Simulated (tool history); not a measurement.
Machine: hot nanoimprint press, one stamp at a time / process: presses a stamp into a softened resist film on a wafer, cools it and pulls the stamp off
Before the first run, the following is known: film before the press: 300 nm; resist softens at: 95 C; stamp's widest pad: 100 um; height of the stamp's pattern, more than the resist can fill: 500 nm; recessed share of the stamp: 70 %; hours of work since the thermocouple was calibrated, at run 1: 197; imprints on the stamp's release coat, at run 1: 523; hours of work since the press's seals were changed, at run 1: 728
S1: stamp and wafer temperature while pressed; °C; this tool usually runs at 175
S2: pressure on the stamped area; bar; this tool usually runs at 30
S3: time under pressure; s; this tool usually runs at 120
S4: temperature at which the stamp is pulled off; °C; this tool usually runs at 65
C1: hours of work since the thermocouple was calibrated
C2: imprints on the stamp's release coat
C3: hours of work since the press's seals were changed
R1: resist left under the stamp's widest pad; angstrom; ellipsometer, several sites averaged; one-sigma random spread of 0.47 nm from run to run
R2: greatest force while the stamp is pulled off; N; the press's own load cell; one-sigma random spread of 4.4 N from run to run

run	hour	S1	S2	S3	S4	C1	C2	C3	R1	R2
1	0	175	30	120	65	197	523	728	1433	257
# hour 42.2: press's hydraulic seals changed and the load cell set to zero
2	61.5	175	30	94	65	220	706	8	1497	251
3	95.8	175	30	94	65	235	823	23	1497	262
4	139.3	175	30	94	65	254	972	43	1506	282
5	175.7	175	30	120	65	270	1096	59	1398	288
6	222.3	175	30	120	65	291	1256	79	1397	297
7	250.7	179	30	120	65	303	1352	91	1280	310
8	276.7	179	30	120	65	314	1442	103	1285	311
9	308.7	170	30	120	65	328	1551	117	1595	322
10	342.7	170	30	233	65	343	1667	132	1295	327
11	382.8	170	30	233	65	361	1804	149	1297	340
12	430.9	170	30	233	65	382	1969	170	1292	366
# hour 476.2: stamp cleaned and given a new release coat
13	476.7	170	30	233	65	399	2	188	1302	222
14	507.7	175	30	147	65	413	107	201	1342	234
# hour 520: plate thermocouple calibrated
15	560.9	175	30	147	71	18	279	223	1291	197
16	582.9	175	30.8	120	56	28	354	233	1350	305
17	623.3	170	43	135	57	45	492	251	1222	305
18	669.5	168	24.3	157	60	66	650	271	1689	294
19	691.4	183	18	132	65	75	725	281	1485	263
20	723.2	179	30	233	56	89	834	295	1015	333
21	765.2	169	26.6	233	52	107	977	313	1394	384
22	818.7	186	22.2	233	52	131	1160	336	1042	395
23	850.8	186	22.2	233	52	145	1270	351	1033	400
24	873.3	186	22.2	233	52	155	1347	360	1043	393
25	926.8	186	22.2	233	52	178	1530	384	1039	425
26	976	186	22.2	182	70	200	1698	405	1138	284
27	1018.8	186	22.2	184	70	219	1844	424	1135	299
28	1058.3	186	22	184	64	236	1979	442	1140	369
# hour 1100.7: stamp cleaned and given a new release coat
29	1112.1	175	41.6	120	70	257	39	462	1185	198

Measured minus without-hidden-state, run by run (identical run-to-run variation in each term; gauge scatter may differ):
The hidden state here: true temperature over the reading, C; pressure that arrives at the usual setting, %; grip of the stamp's worn release coat, % over a new coat's; drift of the gauge itself on residual_nm, %; drift of the gauge itself on pull_off_n, %.
run	R1	R2
1	+76	+38
2	+31	+48
3	+34	+56
4	+38	+68
5	+40	+76
6	+44	+87
7	+42	+95
8	+44	+101
9	+59	+109
10	+54	+116
11	+57	+128
12	+61	+146
13	+66	+9
14	+66	+17
15	+15	+15
16	+17	+29
17	+24	+38
18	+24	+47
19	+19	+47
20	+22	+66
21	+31	+87
22	+24	+103
23	+25	+112
24	+27	+114
25	+30	+137
26	+35	+100
27	+38	+112
28	+40	+143
29	+64	+9
